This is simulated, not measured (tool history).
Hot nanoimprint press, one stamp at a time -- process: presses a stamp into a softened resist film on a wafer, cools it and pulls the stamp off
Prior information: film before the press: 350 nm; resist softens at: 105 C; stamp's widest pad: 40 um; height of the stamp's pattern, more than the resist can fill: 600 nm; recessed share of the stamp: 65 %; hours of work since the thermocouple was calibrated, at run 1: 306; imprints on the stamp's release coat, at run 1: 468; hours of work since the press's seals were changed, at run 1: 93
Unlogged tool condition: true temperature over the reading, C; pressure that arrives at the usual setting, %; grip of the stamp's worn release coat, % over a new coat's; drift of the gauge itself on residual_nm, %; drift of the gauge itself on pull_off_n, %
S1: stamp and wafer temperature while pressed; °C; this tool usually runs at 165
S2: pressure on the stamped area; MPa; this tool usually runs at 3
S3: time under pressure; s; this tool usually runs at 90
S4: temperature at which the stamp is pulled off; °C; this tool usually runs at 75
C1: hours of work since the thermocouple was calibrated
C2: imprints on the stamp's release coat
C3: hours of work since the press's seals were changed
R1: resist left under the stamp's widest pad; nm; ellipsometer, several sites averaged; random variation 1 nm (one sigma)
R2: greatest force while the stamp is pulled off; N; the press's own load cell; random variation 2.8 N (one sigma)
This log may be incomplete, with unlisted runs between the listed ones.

run 1 day=0 | S1=165 S2=3 S3=90 S4=75 | C1=306 C2=468 C3=93 | R1=150.7 R2=147
run 2 day=3.371 | S1=165 S2=3 S3=90 S4=75 | C1=361 C2=748 C3=149 | R1=150.8 R2=166
-- day=5.1 plate thermocouple calibrated
run 3 day=5.204 | S1=165 S2=3 S3=90 S4=75 | C1=2 C2=889 C3=177 | R1=145 R2=166
run 4 day=8.45 | S1=165 S2=3 S3=90 S4=75 | C1=55 C2=1159 C3=231 | R1=146.7 R2=181
run 5 day=11.958 | S1=165 S2=3 S3=90 S4=75 | C1=113 C2=1450 C3=289 | R1=146.4 R2=196
run 6 day=15.225 | S1=154 S2=3 S3=90 S4=75 | C1=167 C2=1722 C3=343 | R1=244.4 R2=208
-- day=16.133 stamp cleaned and given a new release coat
run 7 day=17.642 | S1=154 S2=3 S3=90 S4=75 | C1=203 C2=126 C3=379 | R1=246.3 R2=132
run 8 day=19.621 | S1=154 S2=3 S3=90 S4=75 | C1=236 C2=290 C3=411 | R1=246.3 R2=142
run 9 day=22.525 | S1=154 S2=3 S3=90 S4=75 | C1=284 C2=531 C3=459 | R1=245.7 R2=155
run 10 day=25.283 | S1=154 S2=3 S3=90 S4=75 | C1=329 C2=760 C3=505 | R1=245.7 R2=164
run 11 day=27.046 | S1=165 S2=3 S3=90 S4=75 | C1=359 C2=906 C3=534 | R1=153.8 R2=165
-- day=28.821 plate thermocouple calibrated
run 12 day=30.338 | S1=171 S2=4.03 S3=173 S4=66 | C1=25 C2=1169 C3=586 | R1=71.8 R2=196
run 13 day=33.662 | S1=165 S2=2.36 S3=90 S4=75 | C1=80 C2=1445 C3=641 | R1=165.9 R2=187
run 14 day=36.796 | S1=176 S2=2.36 S3=90 S4=70 | C1=132 C2=1705 C3=693 | R1=100.6 R2=225
-- day=37.9 stamp cleaned and given a new release coat
run 15 day=40.017 | S1=176 S2=2.36 S3=90 S4=70 | C1=181 C2=176 C3=742 | R1=103.4 R2=149
run 16 day=42.854 | S1=168 S2=2.99 S3=90 S4=70 | C1=228 C2=412 C3=789 | R1=131.3 R2=157
run 17 day=46.412 | S1=165 S2=3 S3=120 S4=75 | C1=287 C2=707 C3=848 | R1=136.2 R2=160
-- day=47.779 press's hydraulic seals changed and the load cell set to zero
run 18 day=49.667 | S1=167 S2=3 S3=90 S4=75 | C1=335 C2=950 C3=31 | R1=138.8 R2=170
run 19 day=52.558 | S1=167 S2=3 S3=90 S4=75 | C1=383 C2=1190 C3=79 | R1=138.9 R2=191

Here are 3 independent what-if runs from the current tool condition. What would each one return?
-- day=52.946 plate thermocouple calibrated
run A day=54.858 | S1=156 S2=2.09 S3=90 S4=81 | C1=32 C2=1370 C3=115 | R1=? R2=?
-- day=52.946 plate thermocouple calibrated
run B day=54.858 | S1=167 S2=2.64 S3=67 S4=75 | C1=32 C2=1370 C3=115 | R1=? R2=?
-- day=52.946 plate thermocouple calibrated
run C day=54.858 | S1=166 S2=3 S3=81 S4=75 | C1=32 C2=1370 C3=115 | R1=? R2=?

run=A R1=248 R2=182
run=B R1=157.9 R2=193
run=C R1=144.7 R2=191
Had the tool no hidden state, the same runs would have come out as:
run=A R1=246.4 R2=124
run=B R1=156.5 R2=132
run=C R1=143.3 R2=130
